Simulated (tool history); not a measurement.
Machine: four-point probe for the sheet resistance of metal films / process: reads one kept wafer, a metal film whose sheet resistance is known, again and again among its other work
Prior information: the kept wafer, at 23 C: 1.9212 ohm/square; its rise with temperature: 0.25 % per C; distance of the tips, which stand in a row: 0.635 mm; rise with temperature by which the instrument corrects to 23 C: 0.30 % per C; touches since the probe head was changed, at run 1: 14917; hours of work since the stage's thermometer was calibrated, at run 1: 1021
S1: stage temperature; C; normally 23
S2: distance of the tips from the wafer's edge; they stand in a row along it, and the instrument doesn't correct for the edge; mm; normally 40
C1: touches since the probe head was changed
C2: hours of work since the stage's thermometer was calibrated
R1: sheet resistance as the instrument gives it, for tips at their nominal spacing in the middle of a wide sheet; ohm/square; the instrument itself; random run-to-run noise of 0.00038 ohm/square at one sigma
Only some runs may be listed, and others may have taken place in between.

Run 1, hour 0.0: usual settings; C1 14917; C2 1021. Result: R1 1.921337 ohm/square.
Run 2, hour 18.3: usual settings but S1 29 C; C1 15294; C2 1034. Result: R1 1.916386 ohm/square.
Run 3, hour 29.4: usual settings but S1 29 C; C1 15523; C2 1042. Result: R1 1.916309 ohm/square.
Run 4, hour 43.6: usual settings but S1 29 C, S2 6 mm; C1 15816; C2 1052. Result: R1 1.927585 ohm/square.
Run 5, hour 64.9: usual settings but S1 30 C; C1 16253; C2 1067. Result: R1 1.915339 ohm/square.
Run 6, hour 79.0: usual settings but S1 30 C; C1 16544; C2 1077. Result: R1 1.915544 ohm/square.
Run 7, hour 99.9: usual settings but S1 30 C; C1 16974; C2 1092. Result: R1 1.915959 ohm/square.
Run 8, hour 110.2: usual settings but S1 30 C; C1 17186; C2 1099. Result: R1 1.915986 ohm/square.
Run 9, hour 126.9: usual settings but S1 30 C; C1 17530; C2 1111. Result: R1 1.915207 ohm/square.
Run 10, hour 143.7: usual settings but S1 19 C, S2 46 mm; C1 17877; C2 1123. Result: R1 1.924919 ohm/square.
Run 11, hour 155.8: usual settings but S1 19 C, S2 46 mm; C1 18126; C2 1132. Result: R1 1.925298 ohm/square.
Run 12, hour 171.8: usual settings but S1 18 C, S2 20 mm; C1 18454; C2 1143. Result: R1 1.926259 ohm/square.
Run 13, hour 185.6: usual settings but S1 33 C, S2 7 mm; C1 18740; C2 1153. Result: R1 1.920723 ohm/square.
Run 14, hour 206.3: usual settings but S1 33 C, S2 6 mm; C1 19166; C2 1168. Result: R1 1.925242 ohm/square.
Run 15, hour 227.3: usual settings but S1 33 C, S2 15 mm; C1 19598; C2 1183. Result: R1 1.915341 ohm/square.

Forecast each of these 4 alternatives for the next run:
Run A, hour 242.4: usual settings but S1 34 C, S2 34 mm; C1 19910; C2 1194. Result: R1 ?.
Run B, hour 242.4: usual settings but S2 48 mm; C1 19910; C2 1194. Result: R1 ?.
Run C, hour 242.4: usual settings but S1 28 C, S2 10 mm; C1 19910; C2 1194. Result: R1 ?.
Run D, hour 242.4: usual settings but S1 33 C, S2 24 mm; C1 19910; C2 1194. Result: R1 ?.

run        R1
  A  1.912591
  B  1.922090
  C  1.921108
  D  1.914017
Had the tool no hidden state, the same runs would have come out as:
run        R1
  A  1.912595
  B  1.922094
  C  1.921112
  D  1.914021

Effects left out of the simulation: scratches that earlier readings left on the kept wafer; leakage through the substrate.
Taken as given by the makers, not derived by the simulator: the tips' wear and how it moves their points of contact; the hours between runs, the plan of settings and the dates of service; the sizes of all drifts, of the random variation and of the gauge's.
